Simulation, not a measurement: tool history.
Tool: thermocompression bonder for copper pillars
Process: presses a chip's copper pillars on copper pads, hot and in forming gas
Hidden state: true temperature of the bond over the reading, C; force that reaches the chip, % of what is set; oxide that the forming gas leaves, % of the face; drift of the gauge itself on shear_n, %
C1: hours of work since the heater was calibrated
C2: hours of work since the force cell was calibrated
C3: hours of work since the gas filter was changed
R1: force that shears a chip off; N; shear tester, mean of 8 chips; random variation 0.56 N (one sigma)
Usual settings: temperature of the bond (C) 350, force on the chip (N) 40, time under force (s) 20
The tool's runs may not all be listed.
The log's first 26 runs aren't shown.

Run 27, day 20.650: usual settings but temperature of the bond (C) 379, force on the chip (N) 51, time under force (s) 17; C1 1216; C2 809; C3 162. Result: R1 71.7 N.
Run 28, day 21.642: usual settings but force on the chip (N) 25, time under force (s) 14; C1 1232; C2 825; C3 178. Result: R1 45.4 N.
Run 29, day 22.404: usual settings but force on the chip (N) 25, time under force (s) 14; C1 1244; C2 837; C3 190. Result: R1 45.7 N.
Run 30, day 23.312: usual settings but temperature of the bond (C) 353, force on the chip (N) 28, time under force (s) 37; C1 1259; C2 852; C3 204. Result: R1 62.7 N.
Run 31, day 24.108: usual settings but temperature of the bond (C) 364, force on the chip (N) 43; C1 1271; C2 864; C3 217. Result: R1 66.6 N.
Run 32, day 25.092: usual settings but temperature of the bond (C) 341, time under force (s) 19; C1 1287; C2 880; C3 232. Result: R1 56.3 N.
Run 33, day 25.875: usual settings but temperature of the bond (C) 341, time under force (s) 19; C1 1300; C2 892; C3 245. Result: R1 56.6 N.
Run 34, day 26.583: usual settings but force on the chip (N) 36, time under force (s) 12; C1 1311; C2 904; C3 256. Result: R1 50.5 N.
Run 35, day 27.338: usual settings but force on the chip (N) 46, time under force (s) 16; C1 1323; C2 916; C3 268. Result: R1 59.5 N.
Run 36, day 27.896: usual settings but temperature of the bond (C) 363, force on the chip (N) 60, time under force (s) 16; C1 1332; C2 925; C3 277. Result: R1 67.2 N.
At day 28.262: forming gas filter changed.
Run 37, day 28.946: usual settings but temperature of the bond (C) 331, force on the chip (N) 44, time under force (s) 12; C1 1348; C2 941; C3 11. Result: R1 53.5 N.
Run 38, day 29.667: usual settings but time under force (s) 22; C1 1359; C2 952; C3 22. Result: R1 65.9 N.
Run 39, day 30.367: usual settings but temperature of the bond (C) 334, force on the chip (N) 52, time under force (s) 17; C1 1371; C2 964; C3 33. Result: R1 62.9 N.
Run 40, day 31.346: usual settings but temperature of the bond (C) 334, force on the chip (N) 52, time under force (s) 17; C1 1386; C2 979; C3 49. Result: R1 61.9 N.

Forecast each of these 3 alternatives for the next run:
Run A, day 32.158: usual settings but temperature of the bond (C) 346, force on the chip (N) 52, time under force (s) 17; C1 1399; C2 992; C3 62. Result: R1 ?.
Run B, day 32.158: usual settings but temperature of the bond (C) 345, force on the chip (N) 36, time under force (s) 37; C1 1399; C2 992; C3 62. Result: R1 ?.
Run C, day 32.158: usual settings but temperature of the bond (C) 343, force on the chip (N) 30, time under force (s) 10; C1 1399; C2 992; C3 62. Result: R1 ?.

run    R1
  A  66.1
  B  68.7
  C  43.8
Without the tool's hidden state the same runs would have given:
run    R1
  A  64.3
  B  67.2
  C  41.5
